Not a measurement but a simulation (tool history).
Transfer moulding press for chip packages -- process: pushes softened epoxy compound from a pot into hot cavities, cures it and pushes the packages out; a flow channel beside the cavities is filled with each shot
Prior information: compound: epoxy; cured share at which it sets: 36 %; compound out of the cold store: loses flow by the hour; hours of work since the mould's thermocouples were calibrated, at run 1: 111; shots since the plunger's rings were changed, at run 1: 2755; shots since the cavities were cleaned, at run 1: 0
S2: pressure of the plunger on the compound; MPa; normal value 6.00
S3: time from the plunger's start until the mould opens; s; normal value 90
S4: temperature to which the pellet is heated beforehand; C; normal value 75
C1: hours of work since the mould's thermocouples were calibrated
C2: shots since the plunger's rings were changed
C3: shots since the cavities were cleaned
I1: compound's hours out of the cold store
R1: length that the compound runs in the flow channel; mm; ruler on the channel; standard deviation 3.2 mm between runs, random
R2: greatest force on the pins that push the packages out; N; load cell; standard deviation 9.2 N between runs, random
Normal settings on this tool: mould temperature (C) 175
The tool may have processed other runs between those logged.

run 1 day=0.000 | mould_temperature_(C)=175 S2=6.00 S3=90 S4=75 | C1=111 C2=2755 C3=0 | I1=41.4 | R1=854 R2=403
run 2 day=1.129 | mould_temperature_(C)=175 S2=6.00 S3=90 S4=75 | C1=126 C2=3037 C3=282 | I1=24.7 | R1=946 R2=743
run 3 day=2.196 | mould_temperature_(C)=175 S2=6.00 S3=90 S4=75 | C1=140 C2=3304 C3=549 | I1=11.5 | R1=1027 R2=871
-- day=2.996 cavities cleaned with cleaning compound and waxed
run 4 day=3.125 | mould_temperature_(C)=175 S2=6.00 S3=90 S4=75 | C1=152 C2=3520 C3=32 | I1=10.5 | R1=1025 R2=496
run 5 day=3.708 | mould_temperature_(C)=175 S2=6.00 S3=90 S4=75 | C1=159 C2=3667 C3=179 | I1=28.3 | R1=911 R2=656
run 6 day=4.838 | mould_temperature_(C)=175 S2=6.00 S3=90 S4=71 | C1=174 C2=3948 C3=460 | I1=45.0 | R1=825 R2=760
run 7 day=5.654 | mould_temperature_(C)=175 S2=6.00 S3=90 S4=71 | C1=185 C2=4153 C3=665 | I1=34.0 | R1=881 R2=836
-- day=6.017 cavities cleaned with cleaning compound and waxed
run 8 day=6.354 | mould_temperature_(C)=175 S2=6.00 S3=90 S4=79 | C1=194 C2=4312 C3=85 | I1=27.2 | R1=916 R2=536
-- day=7.046 plunger's sealing rings changed
run 9 day=7.725 | mould_temperature_(C)=175 S2=6.00 S3=90 S4=79 | C1=211 C2=169 C3=401 | I1=8.5 | R1=1085 R2=819
run 10 day=8.308 | mould_temperature_(C)=175 S2=6.00 S3=90 S4=79 | C1=219 C2=315 C3=547 | I1=26.8 | R1=963 R2=854
-- day=9.146 cavities cleaned with cleaning compound and waxed
run 11 day=9.225 | mould_temperature_(C)=180 S2=6.00 S3=104 S4=78 | C1=230 C2=529 C3=19 | I1=40.8 | R1=867 R2=344
run 12 day=10.296 | mould_temperature_(C)=175 S2=4.82 S3=85 S4=75 | C1=244 C2=797 C3=287 | I1=19.9 | R1=900 R2=818
run 13 day=10.908 | mould_temperature_(C)=175 S2=4.82 S3=85 S4=75 | C1=253 C2=950 C3=440 | I1=43.3 | R1=781 R2=862
run 14 day=11.658 | mould_temperature_(C)=175 S2=6.00 S3=127 S4=80 | C1=263 C2=1138 C3=628 | I1=25.6 | R1=961 R2=637
-- day=12.112 cavities cleaned with cleaning compound and waxed
run 15 day=12.896 | mould_temperature_(C)=175 S2=6.00 S3=90 S4=81 | C1=278 C2=1431 C3=195 | I1=37.8 | R1=894 R2=589
run 16 day=14.158 | mould_temperature_(C)=180 S2=6.00 S3=90 S4=81 | C1=295 C2=1747 C3=511 | I1=26.4 | R1=937 R2=655
-- day=15.083 cavities cleaned with cleaning compound and waxed
run 17 day=15.517 | mould_temperature_(C)=181 S2=6.00 S3=104 S4=75 | C1=313 C2=2071 C3=109 | I1=40.5 | R1=854 R2=449

Consider 4 possible next runs. They are alternatives, not a sequence: every one starts from the tool as it was left by run 17. What does each give?
run A day=16.383 | mould_temperature_(C)=174 S2=6.00 S3=104 S4=75 | C1=324 C2=2287 C3=325 | I1=39.2 | R1=? R2=?
run B day=16.383 | mould_temperature_(C)=170 S2=6.00 S3=104 S4=75 | C1=324 C2=2287 C3=325 | I1=14.5 | R1=? R2=?
run C day=16.383 | mould_temperature_(C)=175 S2=6.00 S3=72 S4=66 | C1=324 C2=2287 C3=325 | I1=16.9 | R1=? R2=?
run D day=16.383 | mould_temperature_(C)=172 S2=5.03 S3=104 S4=75 | C1=324 C2=2287 C3=325 | I1=14.2 | R1=? R2=?

run=A R1=876 R2=611
run=B R1=1038 R2=774
run=C R1=1008 R2=1485
run=D R1=944 R2=712
Without the tool's hidden state the same runs would have given:
run=A R1=895 R2=338
run=B R1=1061 R2=421
run=C R1=1031 R2=797
run=D R1=965 R2=391

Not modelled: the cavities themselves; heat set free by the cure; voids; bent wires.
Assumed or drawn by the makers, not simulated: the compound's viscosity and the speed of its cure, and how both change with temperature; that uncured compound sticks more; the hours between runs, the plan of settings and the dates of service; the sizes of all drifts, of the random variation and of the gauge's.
